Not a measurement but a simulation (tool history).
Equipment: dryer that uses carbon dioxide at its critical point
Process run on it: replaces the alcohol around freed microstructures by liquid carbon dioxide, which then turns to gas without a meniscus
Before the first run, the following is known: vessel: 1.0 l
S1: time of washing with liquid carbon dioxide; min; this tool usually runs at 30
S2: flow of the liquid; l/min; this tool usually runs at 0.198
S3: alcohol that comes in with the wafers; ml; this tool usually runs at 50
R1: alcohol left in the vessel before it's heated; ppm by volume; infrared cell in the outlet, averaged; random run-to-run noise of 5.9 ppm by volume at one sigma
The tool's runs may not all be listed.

run   hour  S1     S2  S3    R1
  1      0  30  0.198  50   432
  2   16.7  30  0.198  50   444
  3   25.8  30  0.257  50   151
  4   42.4  30  0.257  50   152
  5   54.1  30  0.198  50   444
  6   65.3  30  0.198  50   467
  7     82  30  0.198  50   475
  8   93.2  30  0.198  50   459
  9  110.6  19  0.198  50  2427
 10  123.1  19  0.198  50  2378
 11  135.7  30  0.161  50  1156
 12  150.5  30  0.161  50  1154
 13  164.2  30  0.198  50   492
 14  176.6  30  0.198  69   654
 15  188.3  30  0.148  69  2190
 16  206.6  30  0.148  69  2170
 17  223.4  30  0.198  50   520
 18  243.9  30  0.198  50   518
 19  256.7  30  0.198  50   522
 20  274.2  37  0.198  20   163
 21  284.2  24  0.197  77  1893
 22  295.3  28  0.197  77  1072
 23  307.9  28  0.197  77  1087
 24  318.3  28  0.197  77  1045
 25  335.6  28  0.197  77  1109
 26  349.6  29  0.264  52   212
 27  365.5  45  0.198  28   138
 28  375.3  46  0.177  28   160
 29  386.8  30  0.304  50   138
     397.1  -- inlet filter changed
 30  403.9  30  0.304  50   119
 31  413.3  30  0.304  50   117
 32  428.5  24  0.157  59  2081
 33  442.4  24  0.157  59  2136
 34  463.1  30  0.259  22   136
 35  472.2  45  0.178  21   134
 36  485.4  45  0.178  21   142
 37  501.3  45  0.178  21   138

3 options for the next run, each taken on its own from the tool as it stands now. Forecast them:
  A  517.2  21  0.139  80   ?
  B  517.2  30  0.216  55   ?
  C  517.2  24  0.198  50   ?

run    R1
  A  5918
  B   258
  C   795
With no hidden state in the tool, these same runs would have given:
run    R1
  A  5531
  B   125
  C   622

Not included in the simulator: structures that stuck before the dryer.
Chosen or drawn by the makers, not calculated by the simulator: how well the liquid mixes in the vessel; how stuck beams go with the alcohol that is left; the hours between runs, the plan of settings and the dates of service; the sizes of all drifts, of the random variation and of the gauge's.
